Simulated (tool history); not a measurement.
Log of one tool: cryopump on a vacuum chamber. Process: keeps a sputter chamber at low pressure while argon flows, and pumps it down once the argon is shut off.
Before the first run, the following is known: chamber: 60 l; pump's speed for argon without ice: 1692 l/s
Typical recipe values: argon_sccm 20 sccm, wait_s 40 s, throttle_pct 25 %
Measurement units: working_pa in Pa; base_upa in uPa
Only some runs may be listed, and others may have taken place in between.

| run | day | argon_sccm | wait_s | throttle_pct | working_pa | base_upa |
|---|---|---|---|---|---|---|
| 1 | 0 | 20 | 40 | 25 | 0.0814 | 2.28 |
| 2 | 0.958 | 27 | 40 | 25 | 0.1111 | 2.21 |
| 3 | 1.538 | 20 | 151 | 25 | 0.0836 | 1.28 |
| 4 | 2.092 | 20 | 40 | 25 | 0.0833 | 2.42 |
| 5 | 2.996 | 20 | 40 | 25 | 0.0827 | 2.41 |
| 6 | 3.879 | 39 | 40 | 25 | 0.1641 | 2.41 |
| 7 | 4.429 | 39 | 40 | 25 | 0.1634 | 2.47 |
| 8 | 5.146 | 20 | 118 | 25 | 0.0846 | 1.54 |
| 9 | 5.821 | 20 | 118 | 25 | 0.085 | 1.55 |
| 10 | 6.333 | 20 | 118 | 25 | 0.0844 | 1.56 |
| 11 | 6.821 | 20 | 133 | 25 | 0.0858 | 1.57 |
| 12 | 7.408 | 20 | 40 | 30 | 0.0729 | 2.61 |

What does the tool deliver on the next run?
| 13 | 7.812 | 28 | 40 | 22 | ? | ? |

working_pa: 0.1366 Pa
base_upa: 2.66 uPa
Minus the tool's unlogged condition, the same run would have read working_pa 0.1281 Pa, base_upa 1.67 uPa.

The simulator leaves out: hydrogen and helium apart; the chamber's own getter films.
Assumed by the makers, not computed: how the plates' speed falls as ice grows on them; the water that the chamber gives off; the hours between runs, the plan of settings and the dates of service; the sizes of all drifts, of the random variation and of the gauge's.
